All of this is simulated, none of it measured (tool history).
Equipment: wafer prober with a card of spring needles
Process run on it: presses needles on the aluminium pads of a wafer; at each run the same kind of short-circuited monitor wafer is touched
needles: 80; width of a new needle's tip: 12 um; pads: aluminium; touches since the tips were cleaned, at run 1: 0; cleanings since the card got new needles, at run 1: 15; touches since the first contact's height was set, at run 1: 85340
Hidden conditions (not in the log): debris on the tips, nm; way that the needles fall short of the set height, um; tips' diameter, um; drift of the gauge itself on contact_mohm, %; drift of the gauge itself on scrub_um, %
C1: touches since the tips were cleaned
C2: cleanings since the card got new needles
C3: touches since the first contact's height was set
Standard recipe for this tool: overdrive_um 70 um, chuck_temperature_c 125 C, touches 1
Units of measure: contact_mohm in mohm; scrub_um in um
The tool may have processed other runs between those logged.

run 1 hour=0 | overdrive_um=70 chuck_temperature_c=125 touches=1 | C1=0 C2=15 C3=85340 | contact_mohm=298 scrub_um=8.441
run 2 hour=4.7 | overdrive_um=70 chuck_temperature_c=125 touches=1 | C1=1847 C2=15 C3=87187 | contact_mohm=328 scrub_um=8.435
run 3 hour=10 | overdrive_um=70 chuck_temperature_c=125 touches=1 | C1=3975 C2=15 C3=89315 | contact_mohm=349 scrub_um=8.456
-- hour=12.4 tips cleaned on abrasive film
run 4 hour=17 | overdrive_um=70 chuck_temperature_c=125 touches=1 | C1=1833 C2=16 C3=92046 | contact_mohm=321 scrub_um=8.421
-- hour=24.9 tips cleaned on abrasive film
run 5 hour=27.3 | overdrive_um=54 chuck_temperature_c=125 touches=1 | C1=978 C2=17 C3=96081 | contact_mohm=335 scrub_um=6.474
run 6 hour=35.6 | overdrive_um=54 chuck_temperature_c=125 touches=1 | C1=4265 C2=17 C3=99368 | contact_mohm=378 scrub_um=6.473
-- hour=37.9 tips cleaned on abrasive film
-- hour=38.2 height of the first contact set anew
run 7 hour=44.2 | overdrive_um=70 chuck_temperature_c=62 touches=1 | C1=2354 C2=18 C3=2354 | contact_mohm=318 scrub_um=8.389
-- hour=51.1 tips cleaned on abrasive film
run 8 hour=53.3 | overdrive_um=70 chuck_temperature_c=62 touches=1 | C1=868 C2=19 C3=5931 | contact_mohm=299 scrub_um=8.385
-- hour=56.5 height of the first contact set anew, once more
run 9 hour=61.6 | overdrive_um=70 chuck_temperature_c=62 touches=1 | C1=4027 C2=19 C3=2024 | contact_mohm=333 scrub_um=8.536
-- hour=64 tips cleaned on abrasive film
run 10 hour=67 | overdrive_um=70 chuck_temperature_c=62 touches=1 | C1=1220 C2=20 C3=4140 | contact_mohm=301 scrub_um=8.531
run 11 hour=72.6 | overdrive_um=70 chuck_temperature_c=62 touches=1 | C1=3410 C2=20 C3=6330 | contact_mohm=329 scrub_um=8.539
-- hour=76.3 tips cleaned on abrasive film
run 12 hour=78.2 | overdrive_um=70 chuck_temperature_c=49 touches=1 | C1=751 C2=21 C3=8526 | contact_mohm=290 scrub_um=8.538
run 13 hour=83.6 | overdrive_um=70 chuck_temperature_c=49 touches=1 | C1=2866 C2=21 C3=10641 | contact_mohm=317 scrub_um=8.525
-- hour=89.3 tips cleaned on abrasive film
run 14 hour=90.9 | overdrive_um=88 chuck_temperature_c=49 touches=1 | C1=644 C2=22 C3=13494 | contact_mohm=280 scrub_um=10.722
run 15 hour=100 | overdrive_um=70 chuck_temperature_c=125 touches=1 | C1=4253 C2=22 C3=17103 | contact_mohm=347 scrub_um=8.524
-- hour=101.6 tips cleaned on abrasive film
run 16 hour=108.4 | overdrive_um=76 chuck_temperature_c=125 touches=1 | C1=2694 C2=23 C3=20410 | contact_mohm=324 scrub_um=9.242
-- hour=114 tips cleaned on abrasive film
run 17 hour=119.2 | overdrive_um=70 chuck_temperature_c=28 touches=1 | C1=2075 C2=24 C3=24645 | contact_mohm=310 scrub_um=8.496
run 18 hour=124.8 | overdrive_um=70 chuck_temperature_c=28 touches=1 | C1=4293 C2=24 C3=26863 | contact_mohm=327 scrub_um=8.503
-- hour=126.4 tips cleaned on abrasive film
run 19 hour=134.1 | overdrive_um=64 chuck_temperature_c=26 touches=3 | C1=3040 C2=25 C3=30493 | contact_mohm=287 scrub_um=7.757
-- hour=139.2 tips cleaned on abrasive film
run 20 hour=140.5 | overdrive_um=76 chuck_temperature_c=38 touches=1 | C1=505 C2=26 C3=32986 | contact_mohm=276 scrub_um=9.226
run 21 hour=145.9 | overdrive_um=84 chuck_temperature_c=38 touches=3 | C1=2641 C2=26 C3=35122 | contact_mohm=276 scrub_um=10.199
-- hour=151.8 tips cleaned on abrasive film
run 22 hour=152.8 | overdrive_um=84 chuck_temperature_c=38 touches=3 | C1=389 C2=27 C3=37822 | contact_mohm=265 scrub_um=10.185
run 23 hour=163.1 | overdrive_um=59 chuck_temperature_c=68 touches=2 | C1=4470 C2=27 C3=41903 | contact_mohm=330 scrub_um=7.137
-- hour=164.9 tips cleaned on abrasive film
run 24 hour=169.9 | overdrive_um=58 chuck_temperature_c=31 touches=1 | C1=1971 C2=28 C3=44540 | contact_mohm=330 scrub_um=6.998
run 25 hour=176.3 | overdrive_um=58 chuck_temperature_c=31 touches=1 | C1=4502 C2=28 C3=47071 | contact_mohm=367 scrub_um=7.01
-- hour=177.4 tips cleaned on abrasive film
run 26 hour=182 | overdrive_um=70 chuck_temperature_c=80 touches=1 | C1=1828 C2=29 C3=49279 | contact_mohm=317 scrub_um=8.457
run 27 hour=187.3 | overdrive_um=60 chuck_temperature_c=30 touches=1 | C1=3925 C2=29 C3=51376 | contact_mohm=346 scrub_um=7.242
-- hour=189.8 tips cleaned on abrasive film
run 28 hour=193 | overdrive_um=51 chuck_temperature_c=110 touches=3 | C1=1271 C2=30 C3=53613 | contact_mohm=310 scrub_um=6.14
run 29 hour=200.8 | overdrive_um=51 chuck_temperature_c=110 touches=3 | C1=4349 C2=30 C3=56691 | contact_mohm=333 scrub_um=6.137
-- hour=202.7 tips cleaned on abrasive film
run 30 hour=209.1 | overdrive_um=51 chuck_temperature_c=110 touches=3 | C1=2517 C2=31 C3=59937 | contact_mohm=323 scrub_um=6.116
-- hour=215.6 tips cleaned on abrasive film
run 31 hour=216.6 | overdrive_um=70 chuck_temperature_c=27 touches=2 | C1=418 C2=32 C3=62884 | contact_mohm=271 scrub_um=8.433
run 32 hour=225.7 | overdrive_um=75 chuck_temperature_c=107 touches=1 | C1=3989 C2=32 C3=66455 | contact_mohm=341 scrub_um=9.061
-- hour=228.4 tips cleaned on abrasive film
run 33 hour=234.1 | overdrive_um=75 chuck_temperature_c=107 touches=1 | C1=2231 C2=33 C3=69742 | contact_mohm=329 scrub_um=9.042

Consider 3 possible next runs. They are alternatives, not a sequence: every one starts from the tool as it was left by run 33. What does each give?
-- hour=241.2 tips cleaned on abrasive film
run A hour=241.2 | overdrive_um=86 chuck_temperature_c=107 touches=1 | C1=0 C2=34 C3=72533 | contact_mohm=? scrub_um=?
-- hour=241.2 tips cleaned on abrasive film
run B hour=241.2 | overdrive_um=61 chuck_temperature_c=95 touches=2 | C1=0 C2=34 C3=72533 | contact_mohm=? scrub_um=?
-- hour=241.2 tips cleaned on abrasive film
run C hour=241.2 | overdrive_um=73 chuck_temperature_c=36 touches=3 | C1=0 C2=34 C3=72533 | contact_mohm=? scrub_um=?

run=A contact_mohm=285 scrub_um=10.383
run=B contact_mohm=291 scrub_um=7.328
run=C contact_mohm=264 scrub_um=8.79
Without the tool's unlogged condition, the same runs would have read:
run=A contact_mohm=280 scrub_um=10.497
run=B contact_mohm=284 scrub_um=7.442
run=C contact_mohm=261 scrub_um=8.903

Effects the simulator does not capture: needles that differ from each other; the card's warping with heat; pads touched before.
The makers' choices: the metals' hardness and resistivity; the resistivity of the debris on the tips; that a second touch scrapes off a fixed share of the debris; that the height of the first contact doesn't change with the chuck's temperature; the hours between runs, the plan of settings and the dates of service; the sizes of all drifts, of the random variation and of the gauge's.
